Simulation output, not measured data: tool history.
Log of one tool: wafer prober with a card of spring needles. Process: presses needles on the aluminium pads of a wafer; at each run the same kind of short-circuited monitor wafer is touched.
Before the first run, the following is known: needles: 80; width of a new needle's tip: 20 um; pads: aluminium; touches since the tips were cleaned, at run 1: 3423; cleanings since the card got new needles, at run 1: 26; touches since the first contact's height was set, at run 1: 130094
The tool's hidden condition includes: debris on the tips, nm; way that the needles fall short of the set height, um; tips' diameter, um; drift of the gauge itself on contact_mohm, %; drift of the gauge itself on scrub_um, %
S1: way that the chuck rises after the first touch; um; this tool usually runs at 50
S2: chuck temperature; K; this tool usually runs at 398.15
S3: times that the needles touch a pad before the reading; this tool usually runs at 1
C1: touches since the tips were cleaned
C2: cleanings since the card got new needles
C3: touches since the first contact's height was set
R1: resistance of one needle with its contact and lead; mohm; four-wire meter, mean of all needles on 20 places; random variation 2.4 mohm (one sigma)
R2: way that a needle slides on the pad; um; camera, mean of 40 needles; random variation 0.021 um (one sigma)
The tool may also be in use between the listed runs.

run     day  S1      S2  S3    C1  C2      C3   R1     R2
  1       0  50  398.15   1  3423  26  130094  452  10.89
      0.129  -- tips cleaned on abrasive film
  2   0.338  50  328.15   1  1428  27  132372  383  10.84
  3   0.658  50  328.15   1  3653  27  134597  460  10.85
      0.754  -- tips cleaned on abrasive film
  4   0.883  50  310.15   1   893  28  136122  343  10.88
      1.383  -- tips cleaned on abrasive film
  5   1.388  50  310.15   1    19  29  139539  275  10.82
  6   1.854  50  310.15   1  3239  29  142759  455  10.85
      2.008  -- tips cleaned on abrasive film
  7   2.158  50  310.15   1  1011  30  144806  354   10.8
  8   2.567  50  398.15   1  3840  30  147635  463  10.87
      2.642  -- tips cleaned on abrasive film
  9   2.892  50  398.15   1  1718  31  149826  400  10.82
      3.267  -- tips cleaned on abrasive film
 10   3.283  50  398.15   1   102  32  152482  310  10.77
 11   3.738  50  398.15   1  3227  32  155607  442  10.82
      3.896  -- tips cleaned on abrasive film
 12   4.238  50  398.15   2  2338  33  159013  362  10.78
      4.508  -- tips cleaned on abrasive film
 13   4.708  50  398.15   2  1379  34  162227  339  10.83
      5.121  -- tips cleaned on abrasive film
 14   5.142  47  398.15   1   147  35  165177  318  10.11
 15   5.354  47  398.15   1  1609  35  166639  423  10.12
 16     5.6  47  398.15   1  3290  35  168320  486  10.11
      5.746  -- tips cleaned on abrasive film
 17   6.021  47  398.15   1  1894  36  171196  435  10.11
      6.075  -- height of the first contact set anew
      6.396  -- tips cleaned on abrasive film
 18   6.421  50  303.15   1   162  37    2352  295  10.56
 19   6.733  45  309.15   1  2300  37    4490  490   9.49
 20    6.95  45  309.15   1  3800  37    5990  542   9.46
      7.017  -- tips cleaned on abrasive film
 21   7.454  45  380.15   1  2999  38    9421  496   9.46
      7.629  -- tips cleaned on abrasive film
 22   7.675  46  398.15   1   324  39   10916  333   9.66
 23   7.967  46  398.15   1  2322  39   12914  456   9.66
      8.242  -- tips cleaned on abrasive film
 24   8.429  50  398.15   1  1273  40   16065  385  10.55
      8.658  -- height of the first contact set anew, once more
 25   8.688  50  398.15   1  2963  40     198  429   11.1
      8.875  -- tips cleaned on abrasive film
 26   8.942  30  370.15   2   462  41    1918  375   6.67
 27   9.175  58  366.15   2  2067  41    3523  330  12.86
 28   9.429  58  366.15   2  3819  41    5275  354  12.84
      9.488  -- tips cleaned on abrasive film
 29   9.788  58  366.15   2  2054  42    7699  327  12.84
     10.125  -- tips cleaned on abrasive film
 30  10.208  34  380.15   2   594  43   10584  350   7.51
 31  10.512  53  347.15   1  2684  43   12674  406  11.69
     10.729  -- tips cleaned on abrasive film
 32  10.767  51  312.15   1   253  44   14392  295  11.28
 33  11.038  51  323.15   1  2112  44   16251  406  11.32
     11.346  -- tips cleaned on abrasive film
 34  11.492  51  323.15   1  1019  45   19348  351  11.28

Selected run-to-run steps in R1, each split into two signed amounts: the part the tool would show with no hidden state at all (from settings, incoming material and random variation), and the remainder, which goes to the hidden state together with any gauge scatter not common to the measured and the hidden-state-free results:
Run 5 -> 6: no setting touched and nothing written in the log between the runs. R1 +180 mohm: hidden state +178, all else +2.
Run 18 -> 19: S1 50 -> 45, S2 303.15 -> 309.15. R1 +195 mohm: hidden state +190, all else +5.
Run 21 -> 22: S1 45 -> 46, S2 380.15 -> 398.15, tips cleaned on abrasive film. R1 -163 mohm: hidden state -170, all else +7.
